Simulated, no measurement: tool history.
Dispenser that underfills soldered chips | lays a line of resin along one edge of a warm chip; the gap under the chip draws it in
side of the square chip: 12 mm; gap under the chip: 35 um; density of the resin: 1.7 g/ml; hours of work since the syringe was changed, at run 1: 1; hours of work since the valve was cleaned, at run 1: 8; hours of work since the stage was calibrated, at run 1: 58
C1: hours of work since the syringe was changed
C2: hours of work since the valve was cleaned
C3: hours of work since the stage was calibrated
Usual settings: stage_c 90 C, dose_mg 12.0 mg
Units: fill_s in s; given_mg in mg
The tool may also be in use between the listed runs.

run 1 day=0.000 | stage_c=90 dose_mg=12.0 | C1=1 C2=8 C3=58 | fill_s=127.7 given_mg=11.93
-- day=0.308 new syringe of resin
run 2 day=0.325 | stage_c=90 dose_mg=10.7 | C1=0 C2=13 C3=63 | fill_s=125.1 given_mg=10.76
run 3 day=0.567 | stage_c=90 dose_mg=10.7 | C1=4 C2=16 C3=67 | fill_s=158.3 given_mg=10.64
-- day=0.675 new syringe of resin
run 4 day=0.754 | stage_c=90 dose_mg=10.7 | C1=1 C2=19 C3=70 | fill_s=132.7 given_mg=10.62
run 5 day=0.962 | stage_c=93 dose_mg=12.0 | C1=5 C2=23 C3=73 | fill_s=139.2 given_mg=11.89
-- day=1.050 new syringe of resin
run 6 day=1.146 | stage_c=93 dose_mg=12.0 | C1=2 C2=25 C3=76 | fill_s=113.4 given_mg=11.76
-- day=1.417 new syringe of resin
run 7 day=1.488 | stage_c=98 dose_mg=12.0 | C1=1 C2=31 C3=81 | fill_s=92.2 given_mg=11.81
-- day=1.796 new syringe of resin
run 8 day=1.796 | stage_c=98 dose_mg=12.0 | C1=0 C2=35 C3=86 | fill_s=86.3 given_mg=11.65
run 9 day=2.117 | stage_c=98 dose_mg=12.0 | C1=5 C2=41 C3=91 | fill_s=117.5 given_mg=11.61
-- day=2.150 new syringe of resin
run 10 day=2.429 | stage_c=98 dose_mg=12.0 | C1=4 C2=45 C3=96 | fill_s=110.3 given_mg=11.48
-- day=2.504 new syringe of resin
run 11 day=2.600 | stage_c=90 dose_mg=12.0 | C1=2 C2=48 C3=99 | fill_s=134.3 given_mg=11.51
-- day=2.754 dispensing valve cleaned and set on the balance
-- day=2.908 new syringe of resin
run 12 day=2.983 | stage_c=90 dose_mg=12.0 | C1=1 C2=3 C3=104 | fill_s=130.2 given_mg=12.07
run 13 day=3.225 | stage_c=90 dose_mg=12.0 | C1=5 C2=7 C3=108 | fill_s=167.4 given_mg=12.00
-- day=3.262 new syringe of resin
run 14 day=3.400 | stage_c=90 dose_mg=12.0 | C1=2 C2=10 C3=110 | fill_s=134.8 given_mg=11.88
run 15 day=3.596 | stage_c=90 dose_mg=12.0 | C1=5 C2=13 C3=113 | fill_s=165.6 given_mg=11.99
-- day=3.629 new syringe of resin
-- day=3.988 new syringe of resin
run 16 day=3.988 | stage_c=90 dose_mg=12.0 | C1=0 C2=19 C3=119 | fill_s=119.1 given_mg=11.85
run 17 day=4.162 | stage_c=90 dose_mg=12.0 | C1=3 C2=22 C3=122 | fill_s=141.8 given_mg=11.79
-- day=4.354 new syringe of resin
run 18 day=4.517 | stage_c=90 dose_mg=12.0 | C1=3 C2=27 C3=128 | fill_s=140.7 given_mg=11.77
-- day=4.721 new syringe of resin
run 19 day=4.829 | stage_c=99 dose_mg=11.1 | C1=2 C2=32 C3=133 | fill_s=93.0 given_mg=10.79
-- day=5.088 new syringe of resin
run 20 day=5.104 | stage_c=84 dose_mg=11.9 | C1=0 C2=36 C3=137 | fill_s=158.8 given_mg=11.66
run 21 day=5.321 | stage_c=80 dose_mg=10.4 | C1=4 C2=40 C3=140 | fill_s=251.2 given_mg=10.14
-- day=5.446 new syringe of resin
run 22 day=5.575 | stage_c=79 dose_mg=14.0 | C1=2 C2=44 C3=144 | fill_s=222.9 given_mg=13.50
run 23 day=5.750 | stage_c=102 dose_mg=10.5 | C1=5 C2=47 C3=147 | fill_s=105.1 given_mg=10.21
-- day=5.804 new syringe of resin
-- day=5.975 dispensing valve cleaned and set on the balance
run 24 day=6.104 | stage_c=91 dose_mg=13.8 | C1=4 C2=2 C3=152 | fill_s=147.9 given_mg=13.77
-- day=6.229 new syringe of resin
run 25 day=6.488 | stage_c=98 dose_mg=14.8 | C1=4 C2=8 C3=158 | fill_s=108.6 given_mg=14.78

The next listed run, before its measurement:
-- day=6.592 new syringe of resin
run 26 day=6.679 | stage_c=76 dose_mg=14.1 | C1=1 C2=11 C3=161 | fill_s=? given_mg=?

{"run 26": {"fill_s": 245.2, "given_mg": 13.97}}
Without the tool's hidden state the same run would have given fill_s 217.0 s, given_mg 14.08 mg.

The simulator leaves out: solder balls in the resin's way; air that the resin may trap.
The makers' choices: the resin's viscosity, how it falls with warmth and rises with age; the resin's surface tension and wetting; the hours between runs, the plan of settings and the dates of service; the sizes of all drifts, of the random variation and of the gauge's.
